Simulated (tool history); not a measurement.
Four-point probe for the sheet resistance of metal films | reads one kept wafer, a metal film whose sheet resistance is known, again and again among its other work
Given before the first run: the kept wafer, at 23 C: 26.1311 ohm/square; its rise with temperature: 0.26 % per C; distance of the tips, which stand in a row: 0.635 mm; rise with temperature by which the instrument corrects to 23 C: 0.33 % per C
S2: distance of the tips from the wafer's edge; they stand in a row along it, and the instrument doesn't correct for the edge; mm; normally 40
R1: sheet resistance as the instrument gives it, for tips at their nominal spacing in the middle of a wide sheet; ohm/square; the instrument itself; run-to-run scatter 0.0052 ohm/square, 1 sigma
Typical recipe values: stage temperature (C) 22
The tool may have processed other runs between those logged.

Run 1, hour 0: usual settings. Result: R1 25.803904 ohm/square.
Run 2, hour 28.1: usual settings. Result: R1 25.782908 ohm/square.
Run 3, hour 48: usual settings. Result: R1 25.791206 ohm/square.
Run 4, hour 75.8: usual settings. Result: R1 25.780523 ohm/square.
Run 5, hour 101.6: usual settings but S2 4 mm. Result: R1 26.125635 ohm/square.
Run 6, hour 126.2: usual settings but stage temperature (C) 33, S2 26 mm. Result: R1 25.579557 ohm/square.
Run 7, hour 159.1: usual settings but stage temperature (C) 21. Result: R1 25.796314 ohm/square.
At hour 163.6: stage's thermometer calibrated.
Run 8, hour 178: usual settings but stage temperature (C) 20, S2 49 mm. Result: R1 25.829324 ohm/square.
Run 9, hour 211.4: usual settings but stage temperature (C) 20, S2 49 mm. Result: R1 25.826128 ohm/square.

Run 10, settings as shown, results not yet in. Your forecast:
Run 10, hour 243.7: usual settings but S2 27 mm. Result: R1 ?.

R1: 25.791081 ohm/square
With no hidden state in the tool, this same run would have given R1 26.160138 ohm/square.
